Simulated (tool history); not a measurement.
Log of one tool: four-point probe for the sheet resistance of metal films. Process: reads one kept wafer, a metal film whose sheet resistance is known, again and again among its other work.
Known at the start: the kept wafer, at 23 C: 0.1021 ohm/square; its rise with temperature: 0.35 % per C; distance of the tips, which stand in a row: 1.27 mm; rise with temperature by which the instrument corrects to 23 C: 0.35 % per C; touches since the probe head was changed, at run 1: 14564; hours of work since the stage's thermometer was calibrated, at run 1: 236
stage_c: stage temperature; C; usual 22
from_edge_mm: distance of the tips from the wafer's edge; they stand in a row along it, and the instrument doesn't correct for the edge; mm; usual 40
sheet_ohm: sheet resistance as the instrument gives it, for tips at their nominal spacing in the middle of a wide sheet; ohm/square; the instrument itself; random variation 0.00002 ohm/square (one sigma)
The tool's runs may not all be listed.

run	hour	stage_c	from_edge_mm	touches since the probe head was changed	hours of work since the stage's thermometer was calibrated	sheet_ohm
1	0.0	22	40	14564	236	0.101678
2	53.6	22	40	16521	263	0.101740
3	110.3	22	40	18588	291	0.101770
4	147.3	22	40	19939	310	0.101765
5	180.5	21	40	21149	327	0.101748
6	210.0	22	40	22227	341	0.101780
7	250.5	22	40	23705	362	0.101850
8	303.5	22	40	25640	388	0.101813
9	355.8	22	40	27549	415	0.101823
10	416.1	22	41	29748	445	0.101876
11	443.5	22	41	30746	459	0.101865
12	485.4	21	40	32278	480	0.101883
13	514.7	22	40	33346	495	0.101908
14	568.3	22	10	35303	521	0.102747
15	604.5	22	10	36622	540	0.102746
16	648.5	22	10	38230	562	0.102803
17	685.9	22	10	39595	581	0.102861
18	721.8	22	10	40905	599	0.102812
19	759.3	25	40	42274	617	0.102022
20	795.3	25	40	43586	636	0.101984
21	846.6	18	34	45458	661	0.102036
22	874.3	20	30	46470	675	0.102090
23	913.8	28	25	47911	695	0.102165
24	970.3	28	57	49972	723	0.102059
25	1009.4	24	46	51399	743	0.102108
26	1058.0	23	19	53174	767	0.102318
27	1090.3	25	19	54351	784	0.102329
28	1119.0	25	19	55400	798	0.102350
29	1174.7	25	19	57433	826	0.102339
30	1215.0	20	68	58903	846	0.102075
31	1272.0	24	61	60984	875	0.102195
32	1303.5	27	5	62132	891	0.105590
33	1345.0	23	35	63645	912	0.102260
34	1404.6	27	42	65820	942	0.102213
35	1465.2	33	9	68034	972	0.103316
36	1514.2	27	40	69821	997	0.102312
37	1561.3	18	3	71541	1020	0.111165
38	1595.1	20	3	72773	1037	0.111177
39	1628.2	20	3	73981	1054	0.111196
40	1670.3	20	3	75519	1075	0.111226

Forecast each of these 5 alternatives for the next run:
A	1721.7	26	75	77392	1101	?
B	1721.7	29	40	77392	1101	?
C	1721.7	22	26	77392	1101	?
D	1721.7	19	5	77392	1101	?
E	1721.7	30	8	77392	1101	?

run	sheet_ohm
A	0.102346
B	0.102384
C	0.102465
D	0.105765
E	0.103700
Without the tool's hidden state the same runs would have given:
run	sheet_ohm
A	0.102131
B	0.102170
C	0.102248
D	0.105540
E	0.103484

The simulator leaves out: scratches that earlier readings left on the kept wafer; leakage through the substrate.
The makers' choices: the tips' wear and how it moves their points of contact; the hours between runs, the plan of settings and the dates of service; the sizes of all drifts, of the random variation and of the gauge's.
